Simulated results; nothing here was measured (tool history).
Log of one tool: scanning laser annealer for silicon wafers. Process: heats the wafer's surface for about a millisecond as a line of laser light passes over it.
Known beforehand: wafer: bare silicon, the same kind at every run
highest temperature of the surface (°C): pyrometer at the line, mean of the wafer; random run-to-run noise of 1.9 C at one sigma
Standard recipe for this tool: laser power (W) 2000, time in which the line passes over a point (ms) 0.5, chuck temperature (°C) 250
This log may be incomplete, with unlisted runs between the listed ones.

run,hour,laser power (W),time in which the line passes over a point (ms),chuck temperature (°C),highest temperature of the surface (°C)
1,0,2000,0.5,250,1056
2,16.4,2000,0.5,250,1058
3,27.3,2000,0.5,250,1058
4,44.5,2000,0.5,250,1055
5,62.6,2151,0.5,250,1118
6,74.7,1903,0.5,250,1021
7,83.1,2000,0.5,250,1056
8,95.3,2000,0.5,232,1041
9,111.4,2000,0.5,232,1036
10,124.8,2000,0.5,250,1052
11,138.4,2000,0.5,250,1053
12,153.2,2000,0.5,227,1030
13,169.2,1972,0.5,227,1019
14,179.3,2137,0.5,227,1086
# hour 182.6: window over the wafer cleaned
15,194.5,2000,0.5,234,1023
16,208.1,2000,0.5,234,1024
17,222.7,2000,0.449,250,1007
18,233.2,2000,0.393,250,965
19,249.4,2000,0.5,250,1045
20,265.7,2000,0.5,250,1042
21,277.5,2000,0.5,250,1040
# hour 286.1: window over the wafer cleaned, once more
22,295.4,1919,0.433,254,1007
23,305.8,1804,0.398,254,939
24,320.8,1804,0.398,254,939
25,334.1,1804,0.481,246,987
26,344.5,1935,0.571,261,1120
27,357,2188,0.53,261,1197
28,372.1,2188,0.53,261,1198
29,381.7,1752,0.5,254,981
30,396.7,1752,0.5,287,1015
31,405.6,1913,0.356,261,950
32,421.4,1913,0.356,261,954
33,439.3,2070,0.43,211,1020
34,454.7,1914,0.598,268,1128

Estimate the outcome of run 35 from the log above:
35,462.7,1749,0.47,268,?

Run 35 yielded highest temperature of the surface (°C) 976.
Had the tool carried no hidden state, the very same run would have given highest temperature of the surface (°C) 988.
